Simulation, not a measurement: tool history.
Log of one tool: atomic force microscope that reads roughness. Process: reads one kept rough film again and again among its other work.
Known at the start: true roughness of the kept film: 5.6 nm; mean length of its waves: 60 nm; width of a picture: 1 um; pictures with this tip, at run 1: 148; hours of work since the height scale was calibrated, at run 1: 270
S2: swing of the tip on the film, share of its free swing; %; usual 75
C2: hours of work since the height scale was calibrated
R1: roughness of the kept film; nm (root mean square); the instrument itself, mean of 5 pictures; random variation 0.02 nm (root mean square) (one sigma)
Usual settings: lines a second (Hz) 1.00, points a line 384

Run 1, hour 0.0: usual settings; pictures with this tip 148; C2 270. Result: R1 4.913 nm (root mean square).
Run 2, hour 8.3: usual settings but points a line 393; pictures with this tip 158; C2 276. Result: R1 4.946 nm (root mean square).
Run 3, hour 19.3: usual settings but points a line 393; pictures with this tip 173; C2 283. Result: R1 4.905 nm (root mean square).
Run 4, hour 29.4: usual settings but points a line 393; pictures with this tip 186; C2 290. Result: R1 4.896 nm (root mean square).
Run 5, hour 42.6: usual settings but points a line 393; pictures with this tip 203; C2 299. Result: R1 4.952 nm (root mean square).
Run 6, hour 53.4: usual settings but points a line 393; pictures with this tip 218; C2 306. Result: R1 4.900 nm (root mean square).
Run 7, hour 63.0: usual settings but lines a second (Hz) 0.75, S2 66 %, points a line 297; pictures with this tip 230; C2 313. Result: R1 5.088 nm (root mean square).
Run 8, hour 68.4: usual settings but lines a second (Hz) 2.38, S2 66 %, points a line 263; pictures with this tip 237; C2 317. Result: R1 4.735 nm (root mean square).
Run 9, hour 77.8: usual settings but lines a second (Hz) 2.38, S2 66 %, points a line 263; pictures with this tip 249; C2 323. Result: R1 4.738 nm (root mean square).
Run 10, hour 87.9: usual settings but lines a second (Hz) 2.24, S2 82 %, points a line 263; pictures with this tip 263; C2 330. Result: R1 4.218 nm (root mean square).
Run 11, hour 100.1: usual settings but lines a second (Hz) 2.61, S2 61 %, points a line 669; pictures with this tip 279; C2 338. Result: R1 4.882 nm (root mean square).
Run 12, hour 112.4: usual settings but lines a second (Hz) 1.07, S2 64 %, points a line 480; pictures with this tip 295; C2 346. Result: R1 5.040 nm (root mean square).

Forecast each of these 5 alternatives for the next run:
Run A, hour 124.7: usual settings but lines a second (Hz) 1.07, S2 64 %, points a line 279; pictures with this tip 311; C2 355. Result: R1 ?.
Run B, hour 124.7: usual settings but lines a second (Hz) 1.03, S2 59 %, points a line 635; pictures with this tip 311; C2 355. Result: R1 ?.
Run C, hour 124.7: usual settings but S2 68 %, points a line 826; pictures with this tip 311; C2 355. Result: R1 ?.
Run D, hour 124.7: usual settings but lines a second (Hz) 3.30, S2 68 %; pictures with this tip 311; C2 355. Result: R1 ?.
Run E, hour 124.7: usual settings but lines a second (Hz) 1.38, S2 63 %, points a line 480; pictures with this tip 311; C2 355. Result: R1 ?.

run     R1
  A  5.052
  B  5.113
  C  5.002
  D  4.508
  E  4.989
Without the tool's hidden state the same runs would have given:
run     R1
  A  5.061
  B  5.122
  C  5.010
  D  4.516
  E  4.998
